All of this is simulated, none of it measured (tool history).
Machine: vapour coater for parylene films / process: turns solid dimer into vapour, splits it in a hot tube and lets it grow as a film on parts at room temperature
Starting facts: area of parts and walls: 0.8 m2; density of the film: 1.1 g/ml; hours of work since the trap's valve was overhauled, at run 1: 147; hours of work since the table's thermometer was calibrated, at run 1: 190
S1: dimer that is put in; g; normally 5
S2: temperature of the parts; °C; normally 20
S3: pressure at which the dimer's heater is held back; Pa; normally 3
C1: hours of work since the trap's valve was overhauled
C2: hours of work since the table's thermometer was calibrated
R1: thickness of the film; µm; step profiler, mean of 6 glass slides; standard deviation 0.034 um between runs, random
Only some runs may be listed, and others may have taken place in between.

{"run": 1, "hour": 0.0, "S1": 5, "S2": 20, "S3": 3, "C1": 147, "C2": 190, "R1": 3.32}
{"run": 2, "hour": 44.5, "S1": 5, "S2": 20, "S3": 3, "C1": 174, "C2": 218, "R1": 3.23}
{"run": 3, "hour": 88.7, "S1": 3, "S2": 20, "S3": 3, "C1": 201, "C2": 245, "R1": 1.93}
{"run": 4, "hour": 118.8, "S1": 3, "S2": 20, "S3": 3, "C1": 220, "C2": 263, "R1": 1.91}
{"run": 5, "hour": 153.7, "S1": 3, "S2": 20, "S3": 3, "C1": 241, "C2": 285, "R1": 1.9}
{"hour": 171.6, "done": "trap's valve overhauled"}
{"run": 6, "hour": 220.7, "S1": 3, "S2": 20, "S3": 3, "C1": 30, "C2": 324, "R1": 2.1}
{"run": 7, "hour": 276.7, "S1": 3, "S2": 20, "S3": 3, "C1": 65, "C2": 358, "R1": 2.07}
{"run": 8, "hour": 304.0, "S1": 3, "S2": 20, "S3": 3, "C1": 81, "C2": 375, "R1": 2.05}
{"run": 9, "hour": 343.6, "S1": 4, "S2": 26, "S3": 5.27, "C1": 106, "C2": 399, "R1": 2.13}

Predict the results of run 10:
{"run": 10, "hour": 394.7, "S1": 3, "S2": 20, "S3": 7.78, "C1": 137, "C2": 431, "R1": "?"}

Run 10 yielded R1 1.88 µm.
The same run, on a tool lacking any hidden state, would have yielded R1 1.98 µm.
